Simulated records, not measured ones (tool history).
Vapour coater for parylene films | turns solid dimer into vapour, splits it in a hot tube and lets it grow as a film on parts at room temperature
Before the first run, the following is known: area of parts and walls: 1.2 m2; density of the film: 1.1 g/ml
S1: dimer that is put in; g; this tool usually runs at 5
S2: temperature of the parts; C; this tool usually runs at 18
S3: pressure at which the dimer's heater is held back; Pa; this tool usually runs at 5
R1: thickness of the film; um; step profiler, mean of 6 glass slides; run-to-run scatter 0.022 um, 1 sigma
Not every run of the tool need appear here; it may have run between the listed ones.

Run 1, hour 0: usual settings. Result: R1 2.69 um.
Run 2, hour 54.6: usual settings. Result: R1 2.7 um.
Run 3, hour 81: usual settings. Result: R1 2.64 um.
Run 4, hour 123: usual settings. Result: R1 2.62 um.
Run 5, hour 180.1: usual settings. Result: R1 2.65 um.
Run 6, hour 237.8: usual settings but S3 6.29 Pa. Result: R1 2.6 um.
Run 7, hour 278.5: usual settings but S2 22 C, S3 6.29 Pa. Result: R1 2.28 um.
Run 8, hour 336.6: usual settings but S2 22 C, S3 6.29 Pa. Result: R1 2.34 um.
Run 9, hour 371.3: usual settings. Result: R1 2.61 um.
Run 10, hour 398.2: usual settings. Result: R1 2.61 um.
Run 11, hour 450: usual settings. Result: R1 2.61 um.
Run 12, hour 499.9: usual settings. Result: R1 2.59 um.
Run 13, hour 526.1: usual settings. Result: R1 2.63 um.
Run 14, hour 557.5: usual settings. Result: R1 2.64 um.
Run 15, hour 603.7: usual settings. Result: R1 2.56 um.
Run 16, hour 644.1: usual settings but S1 3 g. Result: R1 1.54 um.
Run 17, hour 687: usual settings but S1 3 g. Result: R1 1.55 um.
Run 18, hour 731.5: usual settings. Result: R1 2.58 um.
Run 19, hour 771: usual settings but S3 11.18 Pa. Result: R1 2.32 um.
Run 20, hour 800.5: usual settings but S3 11.18 Pa. Result: R1 2.3 um.
Run 21, hour 860.4: usual settings but S3 11.18 Pa. Result: R1 2.28 um.
Run 22, hour 918.4: usual settings but S3 11.18 Pa. Result: R1 2.27 um.
Run 23, hour 948.1: usual settings but S3 11.18 Pa. Result: R1 2.25 um.
Run 24, hour 974.8: usual settings but S3 11.18 Pa. Result: R1 2.26 um.
Run 25, hour 1004.3: usual settings but S2 13 C, S3 4.32 Pa. Result: R1 2.93 um.
Run 26, hour 1039.3: usual settings but S2 13 C, S3 4.32 Pa. Result: R1 2.91 um.
Run 27, hour 1071.8: usual settings but S1 6 g, S2 27 C, S3 7.19 Pa. Result: R1 2.25 um.
Run 28, hour 1100.2: usual settings but S1 6 g, S2 27 C, S3 7.19 Pa. Result: R1 2.23 um.
Run 29, hour 1156: usual settings but S1 6 g, S2 11 C, S3 7.19 Pa. Result: R1 3.42 um.
Run 30, hour 1186.4: usual settings but S1 6 g, S2 22 C, S3 7.92 Pa. Result: R1 2.52 um.
At hour 1206: trap's valve overhauled.
Run 31, hour 1231.8: usual settings but S2 19 C, S3 3.42 Pa. Result: R1 2.77 um.
Run 32, hour 1274.1: usual settings but S2 19 C, S3 6.82 Pa. Result: R1 2.5 um.
Run 33, hour 1316.5: usual settings but S2 19 C, S3 6.82 Pa. Result: R1 2.5 um.
Run 34, hour 1340.7: usual settings but S2 26 C. Result: R1 2.14 um.
Run 35, hour 1387.9: usual settings but S1 3 g, S2 19 C, S3 2.41 Pa. Result: R1 1.72 um.
Run 36, hour 1414.1: usual settings but S1 6 g, S3 2.7 Pa. Result: R1 3.43 um.
Run 37, hour 1460.4: usual settings but S2 11 C, S3 2.7 Pa. Result: R1 3.46 um.
Run 38, hour 1489.3: usual settings but S1 8 g, S2 27 C, S3 2.17 Pa. Result: R1 3.79 um.
Run 39, hour 1540.2: usual settings but S1 8 g, S2 27 C, S3 2.17 Pa. Result: R1 3.7 um.
Run 40, hour 1569.6: usual settings but S1 8 g, S2 19 C, S3 2.33 Pa. Result: R1 4.51 um.
Run 41, hour 1620.4: usual settings but S1 3 g, S2 28 C, S3 6.44 Pa. Result: R1 1.18 um.
Run 42, hour 1654.7: usual settings but S1 3 g, S2 28 C, S3 6.44 Pa. Result: R1 1.14 um.
Run 43, hour 1703.1: usual settings but S1 2 g. Result: R1 1.03 um.
Run 44, hour 1761.5: usual settings but S1 2 g, S2 23 C. Result: R1 0.9 um.
Run 45, hour 1791.7: usual settings but S1 2 g, S2 23 C. Result: R1 0.93 um.
Run 46, hour 1836.7: usual settings but S1 2 g, S2 23 C. Result: R1 0.89 um.
Run 47, hour 1867.8: usual settings but S3 2.29 Pa. Result: R1 2.91 um.

Here are 3 independent what-if runs from the current tool condition. What would each one return?
Run A, hour 1905.5: usual settings but S2 29 C, S3 2.2 Pa. Result: R1 ?.
Run B, hour 1905.5: usual settings but S1 2 g, S2 21 C, S3 4.8 Pa. Result: R1 ?.
Run C, hour 1905.5: usual settings but S2 17 C, S3 7.85 Pa. Result: R1 ?.

run    R1
  A  2.13
  B  0.96
  C  2.47
Without the tool's unlogged condition, the same runs would have read:
run    R1
  A   2.2
  B  0.99
  C  2.56
